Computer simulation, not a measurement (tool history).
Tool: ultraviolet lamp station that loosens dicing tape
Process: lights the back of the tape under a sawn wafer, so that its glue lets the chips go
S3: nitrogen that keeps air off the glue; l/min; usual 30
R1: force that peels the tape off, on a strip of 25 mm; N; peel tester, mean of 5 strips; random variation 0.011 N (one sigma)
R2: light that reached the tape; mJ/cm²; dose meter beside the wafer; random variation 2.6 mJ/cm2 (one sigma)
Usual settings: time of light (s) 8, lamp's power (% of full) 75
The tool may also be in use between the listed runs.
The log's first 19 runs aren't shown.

{"run": 20, "hour": 126.4, "time of light (s)": 8, "lamp's power (% of full)": 75, "S3": 30, "R1": 0.619, "R2": 308}
{"run": 21, "hour": 135.0, "time of light (s)": 8, "lamp's power (% of full)": 75, "S3": 30, "R1": 0.642, "R2": 308}
{"run": 22, "hour": 145.0, "time of light (s)": 8, "lamp's power (% of full)": 69, "S3": 18, "R1": 1.286, "R2": 283}
{"run": 23, "hour": 153.5, "time of light (s)": 8, "lamp's power (% of full)": 69, "S3": 18, "R1": 1.232, "R2": 283}
{"run": 24, "hour": 162.1, "time of light (s)": 8, "lamp's power (% of full)": 69, "S3": 18, "R1": 1.263, "R2": 277}
{"run": 25, "hour": 167.8, "time of light (s)": 4, "lamp's power (% of full)": 61, "S3": 13, "R1": 4.943, "R2": 125}
{"run": 26, "hour": 174.9, "time of light (s)": 4, "lamp's power (% of full)": 61, "S3": 13, "R1": 4.982, "R2": 120}
{"run": 27, "hour": 180.3, "time of light (s)": 6, "lamp's power (% of full)": 68, "S3": 13, "R1": 2.767, "R2": 204}
{"run": 28, "hour": 190.1, "time of light (s)": 6, "lamp's power (% of full)": 68, "S3": 13, "R1": 2.796, "R2": 204}
{"run": 29, "hour": 197.9, "time of light (s)": 10, "lamp's power (% of full)": 84, "S3": 34, "R1": 0.197, "R2": 418}
{"run": 30, "hour": 207.8, "time of light (s)": 13, "lamp's power (% of full)": 71, "S3": 20, "R1": 0.312, "R2": 462}
{"run": 31, "hour": 214.8, "time of light (s)": 13, "lamp's power (% of full)": 85, "S3": 23, "R1": 0.152, "R2": 557}
{"run": 32, "hour": 220.8, "time of light (s)": 7, "lamp's power (% of full)": 92, "S3": 10, "R1": 1.568, "R2": 325}
{"run": 33, "hour": 228.1, "time of light (s)": 15, "lamp's power (% of full)": 62, "S3": 33, "R1": 0.172, "R2": 465}
{"run": 34, "hour": 237.3, "time of light (s)": 15, "lamp's power (% of full)": 62, "S3": 33, "R1": 0.177, "R2": 467}
{"run": 35, "hour": 245.8, "time of light (s)": 15, "lamp's power (% of full)": 94, "S3": 33, "R1": 0.08, "R2": 699}
{"run": 36, "hour": 251.9, "time of light (s)": 6, "lamp's power (% of full)": 94, "S3": 25, "R1": 0.975, "R2": 272}
{"run": 37, "hour": 261.0, "time of light (s)": 6, "lamp's power (% of full)": 88, "S3": 30, "R1": 0.916, "R2": 258}
{"run": 38, "hour": 268.3, "time of light (s)": 8, "lamp's power (% of full)": 71, "S3": 30, "R1": 0.802, "R2": 279}
{"run": 39, "hour": 274.0, "time of light (s)": 8, "lamp's power (% of full)": 75, "S3": 16, "R1": 1.265, "R2": 298}
{"run": 40, "hour": 282.8, "time of light (s)": 5, "lamp's power (% of full)": 88, "S3": 10, "R1": 3.047, "R2": 214}
{"run": 41, "hour": 292.0, "time of light (s)": 5, "lamp's power (% of full)": 88, "S3": 10, "R1": 3.005, "R2": 217}

3 ways to go on from here, each from the tool as it stands after run 41. What would each give?
{"run": "A", "hour": 297.6, "time of light (s)": 6, "lamp's power (% of full)": 85, "S3": 10, "R1": "?", "R2": "?"}
{"run": "B", "hour": 297.6, "time of light (s)": 11, "lamp's power (% of full)": 77, "S3": 16, "R1": "?", "R2": "?"}
{"run": "C", "hour": 297.6, "time of light (s)": 5, "lamp's power (% of full)": 88, "S3": 21, "R1": "?", "R2": "?"}

run=A R1=2.519 R2=247
run=B R1=0.57 R2=416
run=C R1=1.88 R2=216
Without the tool's hidden state the same runs would have given:
run=A R1=1.961 R2=287
run=B R1=0.368 R2=483
run=C R1=1.41 R2=251
